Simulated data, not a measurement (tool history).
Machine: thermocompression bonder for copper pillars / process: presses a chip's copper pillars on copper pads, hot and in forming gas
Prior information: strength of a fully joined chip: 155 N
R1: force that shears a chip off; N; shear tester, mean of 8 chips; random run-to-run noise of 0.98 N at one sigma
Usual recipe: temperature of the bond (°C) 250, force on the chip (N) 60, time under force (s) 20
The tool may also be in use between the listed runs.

{"run": 1, "hour": 0.0, "temperature of the bond (°C)": 250, "force on the chip (N)": 60, "time under force (s)": 20, "R1": 102.3}
{"run": 2, "hour": 53.1, "temperature of the bond (°C)": 250, "force on the chip (N)": 60, "time under force (s)": 20, "R1": 101.7}
{"run": 3, "hour": 85.3, "temperature of the bond (°C)": 250, "force on the chip (N)": 60, "time under force (s)": 20, "R1": 105.5}
{"run": 4, "hour": 119.8, "temperature of the bond (°C)": 223, "force on the chip (N)": 60, "time under force (s)": 20, "R1": 72.5}
{"run": 5, "hour": 188.9, "temperature of the bond (°C)": 223, "force on the chip (N)": 60, "time under force (s)": 20, "R1": 69.6}
{"run": 6, "hour": 234.1, "temperature of the bond (°C)": 223, "force on the chip (N)": 60, "time under force (s)": 20, "R1": 70.1}
{"run": 7, "hour": 292.8, "temperature of the bond (°C)": 223, "force on the chip (N)": 60, "time under force (s)": 20, "R1": 67.3}
{"hour": 348.1, "done": "forming gas filter changed"}
{"run": 8, "hour": 351.1, "temperature of the bond (°C)": 250, "force on the chip (N)": 60, "time under force (s)": 20, "R1": 102.8}
{"run": 9, "hour": 395.8, "temperature of the bond (°C)": 250, "force on the chip (N)": 42, "time under force (s)": 20, "R1": 83.2}
{"run": 10, "hour": 439.7, "temperature of the bond (°C)": 250, "force on the chip (N)": 42, "time under force (s)": 20, "R1": 82.8}
{"run": 11, "hour": 502.9, "temperature of the bond (°C)": 250, "force on the chip (N)": 47, "time under force (s)": 20, "R1": 85.8}
{"hour": 557.6, "done": "heater calibrated with a thermocouple chip"}
{"run": 12, "hour": 557.6, "temperature of the bond (°C)": 250, "force on the chip (N)": 60, "time under force (s)": 20, "R1": 104.7}
{"run": 13, "hour": 626.1, "temperature of the bond (°C)": 250, "force on the chip (N)": 60, "time under force (s)": 20, "R1": 103.0}
{"hour": 633.7, "done": "force cell calibrated"}
{"run": 14, "hour": 668.6, "temperature of the bond (°C)": 250, "force on the chip (N)": 60, "time under force (s)": 12, "R1": 90.3}
{"hour": 700.6, "done": "forming gas filter changed"}
{"run": 15, "hour": 714.4, "temperature of the bond (°C)": 250, "force on the chip (N)": 62, "time under force (s)": 12, "R1": 92.6}
{"run": 16, "hour": 744.3, "temperature of the bond (°C)": 250, "force on the chip (N)": 62, "time under force (s)": 12, "R1": 90.6}
{"run": 17, "hour": 817.5, "temperature of the bond (°C)": 250, "force on the chip (N)": 62, "time under force (s)": 12, "R1": 89.8}
{"run": 18, "hour": 864.6, "temperature of the bond (°C)": 250, "force on the chip (N)": 62, "time under force (s)": 12, "R1": 90.1}
{"run": 19, "hour": 906.4, "temperature of the bond (°C)": 250, "force on the chip (N)": 45, "time under force (s)": 20, "R1": 88.7}
{"run": 20, "hour": 960.5, "temperature of the bond (°C)": 246, "force on the chip (N)": 89, "time under force (s)": 20, "R1": 116.1}
{"hour": 971.0, "done": "force cell calibrated, once more"}
{"run": 21, "hour": 1025.5, "temperature of the bond (°C)": 266, "force on the chip (N)": 90, "time under force (s)": 20, "R1": 135.7}
{"hour": 1047.3, "done": "forming gas filter changed"}
{"run": 22, "hour": 1098.3, "temperature of the bond (°C)": 250, "force on the chip (N)": 43, "time under force (s)": 20, "R1": 89.9}
{"run": 23, "hour": 1165.7, "temperature of the bond (°C)": 250, "force on the chip (N)": 43, "time under force (s)": 20, "R1": 90.4}
{"run": 24, "hour": 1227.1, "temperature of the bond (°C)": 250, "force on the chip (N)": 71, "time under force (s)": 20, "R1": 112.2}
{"run": 25, "hour": 1281.2, "temperature of the bond (°C)": 270, "force on the chip (N)": 42, "time under force (s)": 15, "R1": 98.6}
{"run": 26, "hour": 1336.1, "temperature of the bond (°C)": 270, "force on the chip (N)": 42, "time under force (s)": 15, "R1": 98.0}
{"hour": 1392.2, "done": "forming gas filter changed"}
{"run": 27, "hour": 1397.5, "temperature of the bond (°C)": 238, "force on the chip (N)": 42, "time under force (s)": 22, "R1": 77.5}
{"run": 28, "hour": 1442.5, "temperature of the bond (°C)": 226, "force on the chip (N)": 67, "time under force (s)": 13, "R1": 70.5}
{"run": 29, "hour": 1491.3, "temperature of the bond (°C)": 226, "force on the chip (N)": 67, "time under force (s)": 13, "R1": 71.1}
{"run": 30, "hour": 1534.4, "temperature of the bond (°C)": 222, "force on the chip (N)": 60, "time under force (s)": 33, "R1": 86.4}
{"run": 31, "hour": 1590.7, "temperature of the bond (°C)": 222, "force on the chip (N)": 60, "time under force (s)": 33, "R1": 84.7}
{"run": 32, "hour": 1652.1, "temperature of the bond (°C)": 235, "force on the chip (N)": 60, "time under force (s)": 20, "R1": 85.2}
{"run": 33, "hour": 1682.6, "temperature of the bond (°C)": 250, "force on the chip (N)": 85, "time under force (s)": 22, "R1": 121.9}
{"hour": 1737.3, "done": "forming gas filter changed"}
{"run": 34, "hour": 1744.7, "temperature of the bond (°C)": 230, "force on the chip (N)": 37, "time under force (s)": 48, "R1": 82.5}
{"run": 35, "hour": 1779.9, "temperature of the bond (°C)": 230, "force on the chip (N)": 37, "time under force (s)": 48, "R1": 80.3}
{"run": 36, "hour": 1818.3, "temperature of the bond (°C)": 267, "force on the chip (N)": 72, "time under force (s)": 20, "R1": 129.4}
{"run": 37, "hour": 1853.4, "temperature of the bond (°C)": 267, "force on the chip (N)": 72, "time under force (s)": 20, "R1": 128.5}
{"run": 38, "hour": 1905.0, "temperature of the bond (°C)": 250, "force on the chip (N)": 60, "time under force (s)": 49, "R1": 125.1}

Here are 5 independent what-if runs from the current tool condition. What would each one return?
{"run": "A", "hour": 1979.3, "temperature of the bond (°C)": 233, "force on the chip (N)": 61, "time under force (s)": 19, "R1": "?"}
{"run": "B", "hour": 1979.3, "temperature of the bond (°C)": 271, "force on the chip (N)": 71, "time under force (s)": 21, "R1": "?"}
{"run": "C", "hour": 1979.3, "temperature of the bond (°C)": 221, "force on the chip (N)": 63, "time under force (s)": 30, "R1": "?"}
{"run": "D", "hour": 1979.3, "temperature of the bond (°C)": 268, "force on the chip (N)": 51, "time under force (s)": 37, "R1": "?"}
{"run": "E", "hour": 1979.3, "temperature of the bond (°C)": 254, "force on the chip (N)": 60, "time under force (s)": 57, "R1": "?"}

run=A R1=81.3
run=B R1=129.9
run=C R1=82.0
run=D R1=128.1
run=E R1=130.2
Without the tool's unlogged condition, the same runs would have read:
run=A R1=89.3
run=B R1=136.6
run=C R1=90.4
run=D R1=135.1
run=E R1=136.9
